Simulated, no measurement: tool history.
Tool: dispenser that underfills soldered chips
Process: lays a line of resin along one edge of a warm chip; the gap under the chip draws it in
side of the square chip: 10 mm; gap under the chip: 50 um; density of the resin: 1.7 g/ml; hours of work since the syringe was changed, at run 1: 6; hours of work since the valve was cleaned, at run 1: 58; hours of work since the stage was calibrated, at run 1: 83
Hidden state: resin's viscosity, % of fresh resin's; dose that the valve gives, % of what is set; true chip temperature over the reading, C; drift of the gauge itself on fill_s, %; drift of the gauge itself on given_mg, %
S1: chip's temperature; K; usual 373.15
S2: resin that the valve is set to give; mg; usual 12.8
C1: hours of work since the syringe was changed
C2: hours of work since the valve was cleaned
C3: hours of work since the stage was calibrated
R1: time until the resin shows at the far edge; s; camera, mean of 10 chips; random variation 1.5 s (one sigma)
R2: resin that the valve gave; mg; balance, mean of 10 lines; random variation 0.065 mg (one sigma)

{"run": 1, "hour": 0.0, "S1": 373.15, "S2": 12.8, "C1": 6, "C2": 58, "C3": 83, "R1": 175.8, "R2": 12.11}
{"hour": 1.7, "done": "new syringe of resin"}
{"run": 2, "hour": 2.8, "S1": 373.15, "S2": 12.8, "C1": 1, "C2": 60, "C3": 84, "R1": 153.3, "R2": 12.14}
{"run": 3, "hour": 7.1, "S1": 373.15, "S2": 12.8, "C1": 4, "C2": 63, "C3": 87, "R1": 165.3, "R2": 12.15}
{"run": 4, "hour": 10.5, "S1": 373.15, "S2": 12.8, "C1": 6, "C2": 65, "C3": 90, "R1": 182, "R2": 12.14}
{"hour": 11.6, "done": "new syringe of resin"}
{"run": 5, "hour": 13.3, "S1": 373.15, "S2": 12.8, "C1": 1, "C2": 66, "C3": 91, "R1": 159.9, "R2": 12.12}
{"run": 6, "hour": 17.4, "S1": 373.15, "S2": 12.8, "C1": 4, "C2": 69, "C3": 94, "R1": 171.7, "R2": 12.06}
{"run": 7, "hour": 19.7, "S1": 373.15, "S2": 12.8, "C1": 5, "C2": 71, "C3": 96, "R1": 183.9, "R2": 12.02}
{"hour": 21.7, "done": "new syringe of resin"}
{"run": 8, "hour": 23.6, "S1": 386.15, "S2": 11.5, "C1": 1, "C2": 73, "C3": 98, "R1": 93.1, "R2": 10.73}
{"run": 9, "hour": 26.2, "S1": 378.15, "S2": 14.2, "C1": 3, "C2": 75, "C3": 100, "R1": 130.3, "R2": 13.33}
{"run": 10, "hour": 30.8, "S1": 388.15, "S2": 12.9, "C1": 6, "C2": 78, "C3": 103, "R1": 96.3, "R2": 11.94}
{"hour": 31.7, "done": "new syringe of resin"}
{"run": 11, "hour": 34.3, "S1": 372.15, "S2": 16.2, "C1": 2, "C2": 80, "C3": 105, "R1": 162.6, "R2": 15.01}
{"run": 12, "hour": 38.8, "S1": 367.15, "S2": 11.4, "C1": 5, "C2": 83, "C3": 108, "R1": 240.7, "R2": 10.52}
{"run": 13, "hour": 40.8, "S1": 367.15, "S2": 11.4, "C1": 6, "C2": 84, "C3": 109, "R1": 253, "R2": 10.58}

3 ways to go on from here, each from the tool as it stands after run 13. What would each give?
{"hour": 41.6, "done": "new syringe of resin"}
{"run": "A", "hour": 43.7, "S1": 377.15, "S2": 16.1, "C1": 1, "C2": 86, "C3": 111, "R1": "?", "R2": "?"}
{"hour": 41.6, "done": "new syringe of resin"}
{"run": "B", "hour": 43.7, "S1": 385.15, "S2": 12.1, "C1": 1, "C2": 86, "C3": 111, "R1": "?", "R2": "?"}
{"hour": 41.6, "done": "new syringe of resin"}
{"run": "C", "hour": 43.7, "S1": 385.15, "S2": 11.2, "C1": 1, "C2": 86, "C3": 111, "R1": "?", "R2": "?"}

run=A R1=131.2 R2=14.79
run=B R1=99.6 R2=11.19
run=C R1=102.2 R2=10.33
Without the tool's hidden state the same runs would have given:
run=A R1=117.9 R2=16.03
run=B R1=88.3 R2=12.12
run=C R1=90 R2=11.19

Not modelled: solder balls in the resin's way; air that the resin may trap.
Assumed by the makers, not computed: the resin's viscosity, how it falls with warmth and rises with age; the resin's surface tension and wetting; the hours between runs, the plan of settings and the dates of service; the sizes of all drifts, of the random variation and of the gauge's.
